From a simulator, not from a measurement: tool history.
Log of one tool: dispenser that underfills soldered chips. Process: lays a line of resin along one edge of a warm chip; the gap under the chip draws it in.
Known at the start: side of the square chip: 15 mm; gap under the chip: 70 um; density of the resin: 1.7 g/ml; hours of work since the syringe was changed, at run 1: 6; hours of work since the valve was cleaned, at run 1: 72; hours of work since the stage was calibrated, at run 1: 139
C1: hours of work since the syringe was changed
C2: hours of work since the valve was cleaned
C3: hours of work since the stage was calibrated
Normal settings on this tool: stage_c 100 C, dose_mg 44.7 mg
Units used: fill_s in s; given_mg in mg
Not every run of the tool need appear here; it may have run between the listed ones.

Run 1, hour 0: usual settings; C1 6; C2 72; C3 139. Result: fill_s 253.1 s, given_mg 43.24 mg.
At hour 1.9: new syringe of resin.
Run 2, hour 3.5: usual settings; C1 1; C2 74; C3 142. Result: fill_s 178.8 s, given_mg 43.15 mg.
Run 3, hour 8.2: usual settings; C1 5; C2 78; C3 145. Result: fill_s 231 s, given_mg 43.25 mg.
At hour 12: new syringe of resin.
Run 4, hour 13.1: usual settings; C1 1; C2 81; C3 149. Result: fill_s 169.7 s, given_mg 42.94 mg.
Run 5, hour 16.7: usual settings; C1 4; C2 84; C3 152. Result: fill_s 206.3 s, given_mg 42.98 mg.
At hour 22: new syringe of resin.
Run 6, hour 22.2: usual settings; C1 0; C2 88; C3 156. Result: fill_s 160.6 s, given_mg 42.44 mg.
Run 7, hour 26.2: usual settings but stage_c 109 C; C1 3; C2 91; C3 159. Result: fill_s 143.8 s, given_mg 42.88 mg.
Run 8, hour 30.6: usual settings but stage_c 109 C; C1 7; C2 95; C3 162. Result: fill_s 182.6 s, given_mg 42.68 mg.
At hour 32: new syringe of resin.
Run 9, hour 35.6: usual settings but stage_c 97 C, dose_mg 41.4 mg; C1 3; C2 98; C3 166. Result: fill_s 223.9 s, given_mg 39.17 mg.
Run 10, hour 38.3: usual settings but stage_c 97 C, dose_mg 41.4 mg; C1 5; C2 100; C3 168. Result: fill_s 259.9 s, given_mg 39.42 mg.
At hour 42: new syringe of resin.
Run 11, hour 43: usual settings but stage_c 88 C, dose_mg 57.6 mg; C1 1; C2 104; C3 171. Result: fill_s 278.3 s, given_mg 54.77 mg.
Run 12, hour 46.9: usual settings but stage_c 110 C, dose_mg 57.6 mg; C1 4; C2 107; C3 174. Result: fill_s 140.9 s, given_mg 54.68 mg.
At hour 51.9: new syringe of resin.
Run 13, hour 52.3: usual settings but stage_c 110 C, dose_mg 57.6 mg; C1 0; C2 110; C3 178. Result: fill_s 110.9 s, given_mg 54.44 mg.
Run 14, hour 56: usual settings but stage_c 110 C, dose_mg 57.6 mg; C1 3; C2 113; C3 181. Result: fill_s 133.7 s, given_mg 54.54 mg.
Run 15, hour 61: usual settings but stage_c 111 C, dose_mg 52.1 mg; C1 7; C2 117; C3 185. Result: fill_s 167.1 s, given_mg 49.24 mg.

Hidden state or all else? Some run-to-run changes of fill_s, split into what the settings, what came in and random variation would give without the hidden state, and what is left for the hidden state (with any gauge scatter that isn't in both results):
Unlogged tool condition in this case: resin's viscosity, % of fresh resin's; dose that the valve gives, % of what is set; true chip temperature over the reading, C; drift of the gauge itself on fill_s, %; drift of the gauge itself on given_mg, %.
Run 1 -> 2: new syringe of resin. fill_s -74.3 s: hidden state -71.7, all else -2.6.
Run 11 -> 12: stage_c 88 -> 110. fill_s -137.4 s: hidden state +23.4, all else -160.8.
